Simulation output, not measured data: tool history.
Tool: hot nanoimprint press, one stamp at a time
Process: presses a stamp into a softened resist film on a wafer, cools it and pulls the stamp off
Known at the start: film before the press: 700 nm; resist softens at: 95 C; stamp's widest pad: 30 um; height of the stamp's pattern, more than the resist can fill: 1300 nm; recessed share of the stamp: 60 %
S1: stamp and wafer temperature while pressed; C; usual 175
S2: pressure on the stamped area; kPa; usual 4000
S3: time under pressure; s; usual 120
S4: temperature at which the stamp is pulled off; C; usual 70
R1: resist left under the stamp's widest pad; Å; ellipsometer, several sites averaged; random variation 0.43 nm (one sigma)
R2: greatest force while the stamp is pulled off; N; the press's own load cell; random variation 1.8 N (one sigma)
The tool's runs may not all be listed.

Run 1, hour 0: usual settings. Result: R1 4158 Å, R2 185 N.
Run 2, hour 19.2: usual settings. Result: R1 4151 Å, R2 187 N.
Run 3, hour 41.4: usual settings. Result: R1 4157 Å, R2 186 N.
At hour 52.4: plate thermocouple calibrated.
Run 4, hour 63.7: usual settings. Result: R1 4157 Å, R2 186 N.
Run 5, hour 86: usual settings. Result: R1 4170 Å, R2 182 N.
Run 6, hour 107.8: usual settings but S1 183 C. Result: R1 3385 Å, R2 184 N.
Run 7, hour 143.4: usual settings. Result: R1 4162 Å, R2 184 N.
Run 8, hour 160.3: usual settings. Result: R1 4171 Å, R2 186 N.
At hour 170.7: stamp cleaned and given a new release coat.
Run 9, hour 190.2: usual settings but S3 213 s. Result: R1 3404 Å, R2 181 N.
Run 10, hour 212.9: usual settings but S3 213 s. Result: R1 3405 Å, R2 185 N.
Run 11, hour 248: usual settings but S2 4290 kPa. Result: R1 4074 Å, R2 180 N.
Run 12, hour 275.2: usual settings but S1 180 C, S2 4290 kPa, S3 194 s. Result: R1 2971 Å, R2 184 N.
Run 13, hour 305.1: usual settings but S1 186 C, S2 4290 kPa, S3 103 s. Result: R1 3238 Å, R2 182 N.
Run 14, hour 345.3: usual settings but S1 186 C, S2 4290 kPa, S3 103 s. Result: R1 3240 Å, R2 185 N.
Run 15, hour 364.5: usual settings but S1 186 C, S2 4290 kPa, S3 103 s. Result: R1 3242 Å, R2 185 N.
Run 16, hour 381.7: usual settings but S2 6260 kPa, S4 64 C. Result: R1 3566 Å, R2 198 N.
Run 17, hour 412.8: usual settings but S2 5780 kPa, S3 84 s, S4 60 C. Result: R1 4161 Å, R2 204 N.
Run 18, hour 437.5: usual settings but S2 5780 kPa, S3 84 s, S4 60 C. Result: R1 4168 Å, R2 205 N.
Run 19, hour 469: usual settings but S1 163 C, S2 4790 kPa, S3 182 s, S4 66 C. Result: R1 4752 Å, R2 191 N.
Run 20, hour 503.4: usual settings but S1 163 C, S2 4790 kPa, S3 130 s, S4 66 C. Result: R1 5169 Å, R2 191 N.
At hour 531.8: plate thermocouple calibrated.
Run 21, hour 531.8: usual settings but S1 163 C, S2 4790 kPa, S3 130 s, S4 66 C. Result: R1 5172 Å, R2 192 N.
At hour 568.4: gauge calibrated.
Run 22, hour 570.9: usual settings but S1 177 C, S3 189 s, S4 66 C. Result: R1 3354 Å, R2 190 N.

3 ways to go on from here, each from the tool as it stands after run 22. What would each give?
Run A, hour 609.1: usual settings but S1 171 C, S4 74 C. Result: R1 ?, R2 ?.
Run B, hour 609.1: usual settings but S1 167 C, S3 93 s, S4 63 C. Result: R1 ?, R2 ?.
Run C, hour 609.1: usual settings but S1 166 C. Result: R1 ?, R2 ?.

run    R1   R2
  A  4592  176
  B  5316  199
  C  5116  186
Without the tool's hidden state the same runs would have given:
run    R1   R2
  A  4586  176
  B  5310  198
  C  5110  185

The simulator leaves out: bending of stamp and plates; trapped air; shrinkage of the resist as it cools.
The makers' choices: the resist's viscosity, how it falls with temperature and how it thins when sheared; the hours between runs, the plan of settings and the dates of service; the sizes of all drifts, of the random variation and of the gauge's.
